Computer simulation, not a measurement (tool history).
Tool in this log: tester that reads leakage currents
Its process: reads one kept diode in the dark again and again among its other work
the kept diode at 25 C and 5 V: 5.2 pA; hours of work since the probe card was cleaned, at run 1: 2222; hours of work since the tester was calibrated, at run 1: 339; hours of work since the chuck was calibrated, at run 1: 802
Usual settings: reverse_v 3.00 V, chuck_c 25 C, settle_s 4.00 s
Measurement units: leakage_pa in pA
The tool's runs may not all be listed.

| run | day | reverse_v | chuck_c | settle_s | hours of work since the probe card was cleaned | hours of work since the tester was calibrated | hours of work since the chuck was calibrated | leakage_pa |
|---|---|---|---|---|---|---|---|---|
| 1 | 0.000 | 3.00 | 25 | 4.00 | 2222 | 339 | 802 | 7.71 |
| 2 | 2.854 | 3.00 | 25 | 4.00 | 2258 | 375 | 839 | 7.61 |
| 3 | 5.167 | 3.00 | 25 | 4.00 | 2287 | 404 | 868 | 7.70 |
| 4 | 8.262 | 3.00 | 25 | 4.00 | 2327 | 443 | 907 | 7.78 |
| 5 | 11.971 | 3.00 | 25 | 4.00 | 2374 | 490 | 954 | 7.89 |
| 6 | 15.238 | 3.00 | 25 | 4.00 | 2415 | 532 | 996 | 7.90 |
| 7 | 17.667 | 3.00 | 27 | 4.00 | 2446 | 563 | 1027 | 8.71 |
| 8 | 21.162 | 3.00 | 27 | 4.00 | 2490 | 607 | 1071 | 8.71 |
| 9 | 24.588 | 3.95 | 27 | 4.00 | 2534 | 650 | 1114 | 10.67 |
|  | 26.658 | chuck's temperature calibrated |
| 10 | 27.308 | 3.00 | 25 | 4.00 | 2567 | 684 | 8 | 8.35 |
| 11 | 30.729 | 3.00 | 57 | 4.00 | 2610 | 727 | 52 | 65.36 |
| 12 | 33.188 | 3.00 | 57 | 4.00 | 2642 | 758 | 83 | 64.89 |
| 13 | 35.896 | 3.00 | 25 | 0.63 | 2676 | 793 | 117 | 10.09 |
| 14 | 39.633 | 3.00 | 25 | 4.00 | 2723 | 840 | 165 | 8.54 |
| 15 | 43.388 | 3.00 | 25 | 4.00 | 2771 | 888 | 212 | 8.62 |
| 16 | 45.854 | 3.00 | 38 | 4.00 | 2802 | 919 | 243 | 17.68 |
| 17 | 49.567 | 3.00 | 38 | 4.00 | 2849 | 966 | 291 | 17.75 |
| 18 | 52.417 | 3.00 | 38 | 4.00 | 2885 | 1002 | 327 | 17.82 |
| 19 | 57.062 | 3.00 | 34 | 4.00 | 2944 | 1061 | 386 | 14.12 |
| 20 | 59.896 | 3.00 | 25 | 0.34 | 2980 | 1097 | 422 | 12.05 |
| 21 | 64.217 | 5.76 | 35 | 0.32 | 3035 | 1152 | 476 | 29.04 |
| 22 | 67.575 | 5.41 | 29 | 0.83 | 3078 | 1195 | 519 | 18.48 |
| 23 | 72.238 | 7.23 | 50 | 2.67 | 3137 | 1254 | 578 | 62.35 |
| 24 | 77.479 | 4.62 | 25 | 0.87 | 3203 | 1320 | 645 | 14.38 |
| 25 | 81.162 | 4.62 | 25 | 0.87 | 3250 | 1367 | 691 | 14.53 |
|  | 84.504 | probe card cleaned and baked |
| 26 | 85.304 | 3.31 | 28 | 9.74 | 10 | 1418 | 742 | 5.90 |
| 27 | 90.121 | 3.00 | 36 | 3.26 | 71 | 1479 | 803 | 11.44 |
| 28 | 93.258 | 3.00 | 36 | 3.26 | 111 | 1519 | 843 | 11.45 |
| 29 | 97.767 | 3.00 | 36 | 0.77 | 168 | 1576 | 900 | 12.68 |
| 30 | 101.600 | 3.02 | 34 | 9.15 | 217 | 1625 | 949 | 9.50 |
| 31 | 104.354 | 3.02 | 34 | 9.15 | 252 | 1659 | 984 | 9.63 |
| 32 | 107.008 | 17.12 | 47 | 0.66 | 285 | 1693 | 1017 | 68.58 |
| 33 | 111.321 | 17.03 | 25 | 4.00 | 340 | 1748 | 1072 | 13.28 |
| 34 | 115.229 | 17.03 | 25 | 4.00 | 390 | 1797 | 1122 | 13.58 |
|  | 116.712 | chuck's temperature calibrated |
| 35 | 118.288 | 10.47 | 23 | 0.55 | 427 | 1835 | 20 | 15.84 |
| 36 | 123.225 | 10.32 | 50 | 0.31 | 490 | 1898 | 83 | 75.71 |
| 37 | 128.467 | 10.32 | 50 | 0.31 | 557 | 1964 | 149 | 76.10 |

Run 38, settings as shown, results not yet in. Your forecast:
| 38 | 132.592 | 10.32 | 50 | 0.31 | 609 | 2016 | 201 | ? |

Run 38 came out at leakage_pa 75.89 pA.
Had the tool carried no hidden state, the very same run would have given leakage_pa 72.10 pA.
